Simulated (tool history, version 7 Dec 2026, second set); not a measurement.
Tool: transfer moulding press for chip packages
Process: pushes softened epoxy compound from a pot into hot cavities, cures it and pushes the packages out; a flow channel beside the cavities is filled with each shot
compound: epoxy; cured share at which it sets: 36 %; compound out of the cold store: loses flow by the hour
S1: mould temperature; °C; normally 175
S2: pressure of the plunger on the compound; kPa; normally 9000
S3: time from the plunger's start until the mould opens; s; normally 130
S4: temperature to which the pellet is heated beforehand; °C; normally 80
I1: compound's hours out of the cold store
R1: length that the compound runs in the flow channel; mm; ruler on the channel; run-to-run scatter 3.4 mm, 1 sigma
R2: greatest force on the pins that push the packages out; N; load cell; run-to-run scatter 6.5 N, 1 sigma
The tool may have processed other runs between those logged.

run 1 day=0.000 | S1=175 S2=9000 S3=130 S4=80 | I1=13.3 | R1=1054 R2=262
run 2 day=0.375 | S1=175 S2=9000 S3=130 S4=80 | I1=21.7 | R1=1010 R2=274
run 3 day=1.275 | S1=175 S2=8980 S3=130 S4=80 | I1=47.3 | R1=895 R2=254
-- day=1.858 cavities cleaned with cleaning compound and waxed
run 4 day=1.967 | S1=175 S2=8980 S3=130 S4=80 | I1=46.0 | R1=901 R2=251
run 5 day=2.808 | S1=175 S2=8980 S3=130 S4=80 | I1=24.0 | R1=1004 R2=264
run 6 day=3.383 | S1=175 S2=9000 S3=130 S4=80 | I1=25.9 | R1=994 R2=253
run 7 day=4.042 | S1=169 S2=9000 S3=130 S4=80 | I1=27.3 | R1=1016 R2=329
run 8 day=4.596 | S1=169 S2=9000 S3=130 S4=80 | I1=43.5 | R1=945 R2=323
-- day=5.242 mould's thermocouples calibrated
run 9 day=5.292 | S1=169 S2=10300 S3=116 S4=76 | I1=21.6 | R1=1127 R2=423
run 10 day=5.967 | S1=175 S2=8460 S3=116 S4=80 | I1=37.3 | R1=911 R2=288
run 11 day=6.562 | S1=173 S2=6830 S3=147 S4=87 | I1=24.1 | R1=873 R2=257
run 12 day=7.321 | S1=175 S2=7700 S3=114 S4=90 | I1=43.2 | R1=846 R2=299
-- day=7.438 cavities cleaned with cleaning compound and waxed
run 13 day=7.900 | S1=175 S2=7700 S3=114 S4=90 | I1=15.6 | R1=961 R2=295
run 14 day=8.512 | S1=175 S2=10110 S3=114 S4=79 | I1=46.2 | R1=957 R2=277
run 15 day=9.221 | S1=179 S2=9000 S3=141 S4=80 | I1=14.9 | R1=1025 R2=244
run 16 day=9.600 | S1=175 S2=7120 S3=130 S4=80 | I1=32.5 | R1=856 R2=266

Predict each of these 4 candidate next runs independently; none follows another, all start after run 16:
run A day=10.038 | S1=175 S2=9410 S3=130 S4=80 | I1=42.1 | R1=? R2=?
run B day=10.038 | S1=175 S2=7120 S3=130 S4=88 | I1=13.6 | R1=? R2=?
run C day=10.038 | S1=175 S2=9000 S3=168 S4=80 | I1=17.9 | R1=? R2=?
run D day=10.038 | S1=171 S2=8980 S3=130 S4=77 | I1=27.8 | R1=? R2=?

run=A R1=944 R2=261
run=B R1=938 R2=263
run=C R1=1026 R2=251
run=D R1=1007 R2=294
The same runs, with their run-to-run variation unchanged, on a tool lacking any hidden condition would have given:
run=A R1=944 R2=258
run=B R1=938 R2=260
run=C R1=1026 R2=247
run=D R1=1008 R2=290

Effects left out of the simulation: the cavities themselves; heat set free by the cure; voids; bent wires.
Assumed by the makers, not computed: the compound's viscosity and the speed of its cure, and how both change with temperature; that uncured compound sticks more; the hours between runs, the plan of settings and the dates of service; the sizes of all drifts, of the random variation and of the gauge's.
